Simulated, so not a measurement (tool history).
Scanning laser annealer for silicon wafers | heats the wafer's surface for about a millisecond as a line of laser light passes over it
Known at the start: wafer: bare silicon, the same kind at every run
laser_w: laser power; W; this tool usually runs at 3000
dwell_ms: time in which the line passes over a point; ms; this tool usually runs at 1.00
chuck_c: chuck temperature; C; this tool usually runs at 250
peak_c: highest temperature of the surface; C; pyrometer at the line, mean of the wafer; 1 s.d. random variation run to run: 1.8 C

| run | hour | laser_w | dwell_ms | chuck_c | peak_c |
|---|---|---|---|---|---|
| 1 | 0.0 | 3000 | 1.00 | 250 | 920 |
| 2 | 38.9 | 3000 | 1.00 | 250 | 920 |
| 3 | 86.1 | 3000 | 1.00 | 250 | 916 |
| 4 | 119.7 | 3000 | 1.00 | 250 | 914 |
|  | 128.8 | optics aligned, line set to its width |
| 5 | 182.5 | 3000 | 1.00 | 250 | 903 |
| 6 | 206.2 | 3000 | 1.00 | 231 | 883 |
| 7 | 249.0 | 3000 | 1.00 | 231 | 881 |
| 8 | 281.2 | 2582 | 1.00 | 231 | 777 |
|  | 297.9 | window over the wafer cleaned |
|  | 336.8 | optics aligned, line set to its width, once more |
| 9 | 346.2 | 2582 | 1.00 | 231 | 829 |
| 10 | 396.8 | 2582 | 1.00 | 231 | 829 |
| 11 | 431.6 | 2582 | 1.00 | 231 | 827 |
| 12 | 473.9 | 2582 | 1.00 | 231 | 824 |
| 13 | 530.3 | 2682 | 0.71 | 246 | 767 |

5 ways to go on from here, each from the tool as it stands after run 13. What would each give?
| A | 582.4 | 3291 | 1.07 | 274 | ? |
| B | 582.4 | 2923 | 0.90 | 275 | ? |
| C | 582.4 | 2682 | 1.17 | 286 | ? |
| D | 582.4 | 2638 | 0.94 | 250 | ? |
| E | 582.4 | 2622 | 0.71 | 246 | ? |

| run | peak_c |
|---|---|
| A | 1084 |
| B | 919 |
| C | 948 |
| D | 834 |
| E | 751 |
With no hidden state in the tool, these same runs would have given:
| run | peak_c |
|---|---|
| A | 1098 |
| B | 931 |
| C | 959 |
| D | 844 |
| E | 760 |
